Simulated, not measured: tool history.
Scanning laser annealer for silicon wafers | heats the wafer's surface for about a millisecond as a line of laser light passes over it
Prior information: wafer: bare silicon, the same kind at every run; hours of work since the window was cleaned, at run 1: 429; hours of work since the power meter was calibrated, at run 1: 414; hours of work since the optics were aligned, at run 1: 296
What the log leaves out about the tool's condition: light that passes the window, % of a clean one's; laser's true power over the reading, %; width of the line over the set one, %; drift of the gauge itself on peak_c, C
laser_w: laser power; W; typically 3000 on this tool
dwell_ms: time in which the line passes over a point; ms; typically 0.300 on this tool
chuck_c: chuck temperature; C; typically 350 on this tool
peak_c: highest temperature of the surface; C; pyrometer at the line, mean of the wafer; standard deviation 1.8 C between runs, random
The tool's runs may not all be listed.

run	hour	laser_w	dwell_ms	chuck_c	hours of work since the window was cleaned	hours of work since the power meter was calibrated	hours of work since the optics were aligned	peak_c
1	0.0	3000	0.300	350	429	414	296	1055
2	11.6	3000	0.300	350	437	422	304	1057
3	19.6	3000	0.300	350	443	428	309	1056
4	33.7	3000	0.300	350	452	438	319	1054
5	44.9	3000	0.298	350	460	445	327	1053
6	56.6	3000	0.298	350	468	454	335	1054
7	64.4	3000	0.298	350	474	459	340	1053
8	76.2	3000	0.300	318	482	467	349	1023
9	82.9	3000	0.300	318	487	472	353	1021
10	94.9	3000	0.300	384	495	480	362	1087
11	108.0	3000	0.300	384	504	489	371	1090
12	118.6	2584	0.300	350	512	497	378	960
13	129.5	3276	0.300	350	519	504	386	1124
14	141.4	3000	0.300	350	527	513	394	1053
15	156.2	3000	0.300	350	538	523	404	1055
16	169.7	3000	0.300	350	547	532	414	1056
17	180.9	3000	0.300	350	555	540	422	1052
18	195.1	3000	0.300	350	565	550	432	1057
19	205.9	3000	0.300	350	572	558	439	1058
# hour 211.6: window over the wafer cleaned
20	220.8	3000	0.300	350	6	567	448	1066
21	235.4	3000	0.300	350	17	577	458	1065
22	242.2	2936	0.266	327	21	581	463	983
23	256.8	2644	0.326	353	31	592	473	1014
24	267.4	3247	0.315	364	39	599	481	1156
25	279.7	3247	0.229	388	47	608	489	1061
26	293.9	3288	0.300	369	57	618	499	1146
27	302.4	3288	0.300	369	63	623	505	1152
28	317.4	2633	0.285	369	74	634	515	978

Forecast run 29:
29	326.4	3289	0.243	350	80	640	522	?

peak_c: 1051 C
With the hidden condition absent and the run-to-run variation left alone, this run would have shown peak_c 1055 C.
